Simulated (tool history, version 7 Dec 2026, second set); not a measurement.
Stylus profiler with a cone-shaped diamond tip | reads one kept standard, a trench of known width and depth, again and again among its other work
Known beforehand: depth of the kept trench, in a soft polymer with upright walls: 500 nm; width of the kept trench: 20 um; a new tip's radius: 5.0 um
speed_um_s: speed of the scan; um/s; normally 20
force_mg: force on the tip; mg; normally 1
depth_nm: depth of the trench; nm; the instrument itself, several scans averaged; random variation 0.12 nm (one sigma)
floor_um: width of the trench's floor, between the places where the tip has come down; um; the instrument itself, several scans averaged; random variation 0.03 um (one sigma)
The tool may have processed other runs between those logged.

| run | day | speed_um_s | force_mg | depth_nm | floor_um |
|---|---|---|---|---|---|
| 1 | 0 | 20 | 1 | 502.5 | 15.51 |
| 2 | 4.608 | 20 | 1 | 502.23 | 15.54 |
| 3 | 8.35 | 20 | 1 | 502.52 | 15.56 |
| 4 | 11.208 | 20 | 1 | 502.2 | 15.49 |
| 5 | 13.517 | 20 | 1 | 502.52 | 15.53 |
| 6 | 16.817 | 20 | 1 | 502.22 | 15.55 |
| 7 | 21.696 | 20 | 1 | 502.54 | 15.52 |
| 8 | 24.271 | 20 | 1 | 502.48 | 15.51 |
| 9 | 29.012 | 20 | 1 | 502.23 | 15.56 |
| 10 | 33.558 | 20 | 0.56 | 501.41 | 15.52 |
| 11 | 36.462 | 20 | 0.56 | 501.68 | 15.51 |
|  | 37.796 | height scale calibrated on a step standard |
| 12 | 40.258 | 50 | 1 | 502.52 | 15.4 |
| 13 | 42.796 | 42 | 0.82 | 502.12 | 15.39 |
| 14 | 45.604 | 51 | 0.66 | 501.76 | 15.31 |
| 15 | 48.229 | 17 | 1 | 502.17 | 15.52 |
| 16 | 52.258 | 76 | 0.5 | 501.39 | 15.18 |
| 17 | 55.658 | 76 | 0.5 | 501.58 | 15.11 |
| 18 | 58.308 | 6 | 1.85 | 503.9 | 15.56 |
| 19 | 60.892 | 6 | 1.85 | 503.72 | 15.61 |
| 20 | 64.271 | 17 | 1.28 | 502.72 | 15.48 |
| 21 | 66.433 | 17 | 1.28 | 502.78 | 15.53 |

Consider 5 possible next runs. They are alternatives, not a sequence: every one starts from the tool as it was left by run 21. What does each give?
| A | 69.525 | 32 | 0.39 | ? | ? |
| B | 69.525 | 17 | 1.23 | ? | ? |
| C | 69.525 | 67 | 0.63 | ? | ? |
| D | 69.525 | 17 | 0.75 | ? | ? |
| E | 69.525 | 17 | 1.28 | ? | ? |

| run | depth_nm | floor_um |
|---|---|---|
| A | 501.39 | 15.4 |
| B | 502.79 | 15.53 |
| C | 501.86 | 15.22 |
| D | 501.99 | 15.48 |
| E | 502.84 | 15.56 |
Had the tool no hidden state, the same runs would have come out as:
| run | depth_nm | floor_um |
|---|---|---|
| A | 501.39 | 15.43 |
| B | 502.78 | 15.57 |
| C | 501.85 | 15.25 |
| D | 501.99 | 15.51 |
| E | 502.83 | 15.59 |
